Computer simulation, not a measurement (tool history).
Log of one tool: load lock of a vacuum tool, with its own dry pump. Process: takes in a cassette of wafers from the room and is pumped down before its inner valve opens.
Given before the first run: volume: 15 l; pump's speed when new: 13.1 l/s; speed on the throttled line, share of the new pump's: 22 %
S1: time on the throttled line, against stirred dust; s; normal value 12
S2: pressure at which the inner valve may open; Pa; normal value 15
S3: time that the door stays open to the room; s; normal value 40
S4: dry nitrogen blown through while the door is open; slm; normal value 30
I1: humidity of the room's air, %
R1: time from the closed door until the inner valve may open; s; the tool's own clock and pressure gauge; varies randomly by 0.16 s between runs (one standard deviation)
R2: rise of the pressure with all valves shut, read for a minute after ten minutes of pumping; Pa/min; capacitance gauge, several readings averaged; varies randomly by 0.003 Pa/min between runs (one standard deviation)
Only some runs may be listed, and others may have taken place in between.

Run 1, hour 0.0: usual settings; I1 44.6. Result: R1 20.0 s, R2 0.343 Pa/min.
Run 2, hour 336.1: usual settings; I1 43.8. Result: R1 20.0 s, R2 0.367 Pa/min.
Run 3, hour 546.3: usual settings but S1 8 s; I1 47.6. Result: R1 17.0 s, R2 0.371 Pa/min.
Run 4, hour 695.1: usual settings but S1 8 s; I1 44.2. Result: R1 17.2 s, R2 0.389 Pa/min.
Run 5, hour 1050.7: usual settings but S1 8 s; I1 46.2. Result: R1 17.1 s, R2 0.398 Pa/min.
Run 6, hour 1346.9: usual settings but S1 8 s, S3 42 s; I1 46.0. Result: R1 17.3 s, R2 0.404 Pa/min.
Run 7, hour 1685.3: usual settings but S2 17 Pa, S4 11 slm; I1 43.0. Result: R1 20.1 s, R2 0.435 Pa/min.
Run 8, hour 1947.3: usual settings but S2 17 Pa, S4 11 slm; I1 47.0. Result: R1 20.0 s, R2 0.453 Pa/min.
Run 9, hour 2182.2: usual settings but S2 17 Pa, S4 4 slm; I1 46.9. Result: R1 20.0 s, R2 0.476 Pa/min.
Run 10, hour 2508.6: usual settings but S2 17 Pa, S4 4 slm; I1 42.4. Result: R1 20.4 s, R2 0.485 Pa/min.

Consider 3 possible next runs. They are alternatives, not a sequence: every one starts from the tool as it was left by run 10. What does each give?
Run A, hour 2775.4: usual settings but S1 8 s, S3 100 s, S4 21 slm; I1 47.3. Result: R1 ?, R2 ?.
Run B, hour 2775.4: usual settings but S1 7 s; I1 45.1. Result: R1 ?, R2 ?.
Run C, hour 2775.4: usual settings but S1 14 s, S3 238 s, S4 6 slm; I1 43.1. Result: R1 ?, R2 ?.

run    R1     R2
  A  17.2  0.495
  B  16.5  0.474
  C  21.9  0.547
Stripped of hidden state, with their random variation kept, the same runs would have yielded:
run    R1     R2
  A  16.3  0.045
  B  15.5  0.030
  C  21.1  0.098

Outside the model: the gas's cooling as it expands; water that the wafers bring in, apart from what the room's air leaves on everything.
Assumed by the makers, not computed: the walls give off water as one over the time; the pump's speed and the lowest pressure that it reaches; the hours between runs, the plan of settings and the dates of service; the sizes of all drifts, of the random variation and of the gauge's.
